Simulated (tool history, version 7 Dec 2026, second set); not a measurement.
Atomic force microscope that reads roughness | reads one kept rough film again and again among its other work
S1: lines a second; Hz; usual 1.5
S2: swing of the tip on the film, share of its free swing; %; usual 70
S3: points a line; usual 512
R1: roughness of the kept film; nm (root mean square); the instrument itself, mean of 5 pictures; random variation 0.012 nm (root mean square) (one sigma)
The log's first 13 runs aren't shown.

run 14 hour=292.2 | S1=1.5 S2=70 S3=512 | R1=2.438
run 15 hour=304.4 | S1=1.5 S2=70 S3=310 | R1=2.405
run 16 hour=326.6 | S1=1.5 S2=70 S3=310 | R1=2.364
run 17 hour=345.7 | S1=1.5 S2=70 S3=310 | R1=2.314
-- hour=359.7 new tip fitted
run 18 hour=361.8 | S1=1.5 S2=70 S3=512 | R1=2.777
run 19 hour=387.4 | S1=1.5 S2=70 S3=512 | R1=2.701
run 20 hour=402.9 | S1=1.73 S2=70 S3=424 | R1=2.606
run 21 hour=415.6 | S1=1.73 S2=70 S3=424 | R1=2.583
run 22 hour=440.9 | S1=1.76 S2=80 S3=283 | R1=2.39
run 23 hour=460.3 | S1=1.5 S2=70 S3=605 | R1=2.458
-- hour=462.8 height scale calibrated on a step standard
run 24 hour=487 | S1=1.5 S2=70 S3=604 | R1=2.393
run 25 hour=507.2 | S1=0.75 S2=61 S3=613 | R1=2.431
-- hour=516.6 height scale calibrated on a step standard, once more
run 26 hour=529.3 | S1=3.1 S2=70 S3=512 | R1=2.217
-- hour=536 new tip fitted
run 27 hour=555.4 | S1=1.5 S2=59 S3=571 | R1=2.805
run 28 hour=576.7 | S1=1.5 S2=59 S3=571 | R1=2.707
run 29 hour=601.1 | S1=0.73 S2=82 S3=960 | R1=2.588
run 30 hour=624.4 | S1=1.73 S2=84 S3=411 | R1=2.35
run 31 hour=642.9 | S1=1.73 S2=84 S3=411 | R1=2.298
run 32 hour=666.4 | S1=0.74 S2=74 S3=747 | R1=2.445
run 33 hour=682.2 | S1=1.5 S2=70 S3=308 | R1=2.342
run 34 hour=701.4 | S1=1.68 S2=63 S3=364 | R1=2.314
-- hour=710.4 new tip fitted
run 35 hour=731.3 | S1=1.68 S2=63 S3=364 | R1=2.769
run 36 hour=749.9 | S1=1.09 S2=71 S3=364 | R1=2.693
run 37 hour=766.6 | S1=1.5 S2=80 S3=411 | R1=2.544
run 38 hour=779 | S1=2.22 S2=70 S3=986 | R1=2.515

Forecast each of these 3 alternatives for the next run:
run A hour=792.9 | S1=1.5 S2=56 S3=512 | R1=?
run B hour=792.9 | S1=0.76 S2=71 S3=986 | R1=?
run C hour=792.9 | S1=1.51 S2=70 S3=986 | R1=?

run=A R1=2.625
run=B R1=2.615
run=C R1=2.549
Without the tool's hidden state the same runs would have given:
run=A R1=2.91
run=B R1=2.899
run=C R1=2.826

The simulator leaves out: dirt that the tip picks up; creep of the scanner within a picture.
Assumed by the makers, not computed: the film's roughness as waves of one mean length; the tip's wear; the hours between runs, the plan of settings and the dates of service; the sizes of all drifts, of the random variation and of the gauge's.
